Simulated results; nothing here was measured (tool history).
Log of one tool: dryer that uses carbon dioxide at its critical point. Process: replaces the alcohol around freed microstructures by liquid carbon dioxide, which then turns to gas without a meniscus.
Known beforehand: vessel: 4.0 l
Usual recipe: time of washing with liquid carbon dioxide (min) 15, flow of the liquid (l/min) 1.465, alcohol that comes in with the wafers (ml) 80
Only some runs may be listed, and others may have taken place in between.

run   hour  time of washing with liquid carbon dioxide (min)  flow of the liquid (l/min)  alcohol that comes in with the wafers (ml)  alcohol left in the vessel before it's heated (ppm by volume)
  1    0.0                                                15                       1.465                                          80                                                            427
  2   23.6                                                15                       1.465                                          80                                                            457
  3   57.0                                                15                       1.465                                          80                                                            469
  4  100.3                                                15                       1.465                                          80                                                            500
  5  121.2                                                15                       1.465                                          26                                                            254
  6  154.0                                                13                       1.465                                          26                                                            368
  7  201.7                                                13                       1.465                                          26                                                            381
  8  249.0                                                15                       1.465                                          80                                                            596
  9  269.7                                                15                       1.465                                          80                                                            576
 10  293.4                                                15                       1.465                                          80                                                            595
 11  315.8                                                15                       1.960                                          80                                                            315
     322.8  -- inlet filter changed
     343.3  -- purifier's bed changed
 12  364.9                                                15                       1.960                                          80                                                             79
 13  388.2                                                15                       1.960                                          80                                                             88
 14  409.1                                                15                       1.465                                          80                                                            322
 15  430.2                                                15                       1.465                                          80                                                            332
 16  465.8                                                12                       1.465                                          80                                                            739
 17  513.8                                                15                       1.100                                          39                                                            478
 18  544.8                                                16                       1.465                                          80                                                            304
 19  585.2                                                15                       1.465                                          25                                                            173
 20  616.8                                                 9                       0.960                                          28                                                           1457

Forecast run 21:
 21  657.3                                                11                       1.420                                          59                                                              ?

{"run 21": {"alcohol left in the vessel before it's heated (ppm by volume)": 926}}
With no hidden state in the tool, this same run would have given alcohol left in the vessel before it's heated (ppm by volume) 707.

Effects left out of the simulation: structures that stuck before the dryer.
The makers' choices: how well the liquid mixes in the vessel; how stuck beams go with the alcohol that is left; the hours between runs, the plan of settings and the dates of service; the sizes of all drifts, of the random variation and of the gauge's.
